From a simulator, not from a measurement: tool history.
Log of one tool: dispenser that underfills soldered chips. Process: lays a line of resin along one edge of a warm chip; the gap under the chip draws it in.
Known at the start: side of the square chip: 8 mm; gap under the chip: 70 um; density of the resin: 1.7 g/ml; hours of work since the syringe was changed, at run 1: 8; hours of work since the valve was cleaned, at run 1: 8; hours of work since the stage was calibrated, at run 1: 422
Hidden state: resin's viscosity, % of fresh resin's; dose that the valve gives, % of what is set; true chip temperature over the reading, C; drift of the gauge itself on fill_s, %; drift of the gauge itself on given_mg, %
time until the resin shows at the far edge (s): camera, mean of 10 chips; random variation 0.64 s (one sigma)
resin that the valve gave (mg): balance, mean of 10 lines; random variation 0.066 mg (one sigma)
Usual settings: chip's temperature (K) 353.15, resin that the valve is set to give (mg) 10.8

run,hour,chip's temperature (K),resin that the valve is set to give (mg),hours of work since the syringe was changed,hours of work since the valve was cleaned,hours of work since the stage was calibrated,time until the resin shows at the far edge (s),resin that the valve gave (mg)
1,0,353.15,10.8,8,8,422,95.7,10.81
# hour 6.9: new syringe of resin
2,11.9,352.15,10.8,3,15,429,79.4,10.69
3,21.3,353.15,10.8,9,21,435,103.3,10.48
# hour 26.4: new syringe of resin
4,28.8,367.15,10.8,2,26,440,37.1,10.47
5,38,367.15,10.8,7,32,446,48.9,10.36
# hour 45.6: new syringe of resin
6,52.9,353.15,10.8,5,41,455,83.9,10.28
7,63.8,353.15,10.8,12,48,462,116.5,10.18
# hour 64.9: new syringe of resin
8,80.8,353.15,10.8,10,59,472,110,10.08
# hour 84.5: new syringe of resin
9,92.1,353.15,10.8,5,66,480,85.1,10.19
10,99.2,353.15,10.8,9,70,484,106.3,10
# hour 103.2: new syringe of resin
# hour 106.8: dispensing valve cleaned and set on the balance
11,109.5,345.15,10.8,3,2,490,119.3,10.86
12,121.2,353.15,10.8,11,9,497,111.6,10.7
# hour 123.5: new syringe of resin
13,135.5,346.15,10.8,8,18,506,135.1,10.6
# hour 142.7: new syringe of resin
14,146,361.15,10.4,2,25,513,51,10.07
# hour 161.8: new syringe of resin
15,162.8,367.15,9.4,1,35,523,37.7,8.96
16,175.7,353.15,12.8,9,43,531,100.8,12.24
# hour 181: new syringe of resin
17,191,353.15,12.8,6,53,541,89.6,12.16
# hour 199.9: new syringe of resin
18,204,353.15,12.8,3,61,549,74.6,11.95
19,217.3,338.15,13.3,11,69,557,246.1,12.31
# hour 218.7: new syringe of resin
# hour 225.9: dispensing valve cleaned and set on the balance
20,227.9,353.15,12.1,5,1,563,89.3,12.12
21,236.8,347.15,10.8,11,7,569,161.4,10.73
# hour 239: new syringe of resin
22,248.8,366.15,12.8,6,14,576,48.5,12.56
# hour 258.5: new syringe of resin
23,259.4,343.15,11,1,21,583,119,10.73
24,268.1,353.15,11.2,6,26,588,95.8,10.86

Some steps in time until the resin shows at the far edge (s) between neighbouring runs. How much of each would the tool show without its hidden state too (settings, what came in, random variation), and how much is left for the hidden state, with any gauge scatter that isn't in both results?
Run 18 -> 19: chip's temperature (K) 353.15 -> 338.15, resin that the valve is set to give (mg) 12.8 -> 13.3. time until the resin shows at the far edge (s) +171.5: hidden state +108.5, all else +63.
Run 19 -> 20: chip's temperature (K) 338.15 -> 353.15, resin that the valve is set to give (mg) 13.3 -> 12.1, new syringe of resin, dispensing valve cleaned and set on the balance. time until the resin shows at the far edge (s) -156.8: hidden state -96, all else -60.8.
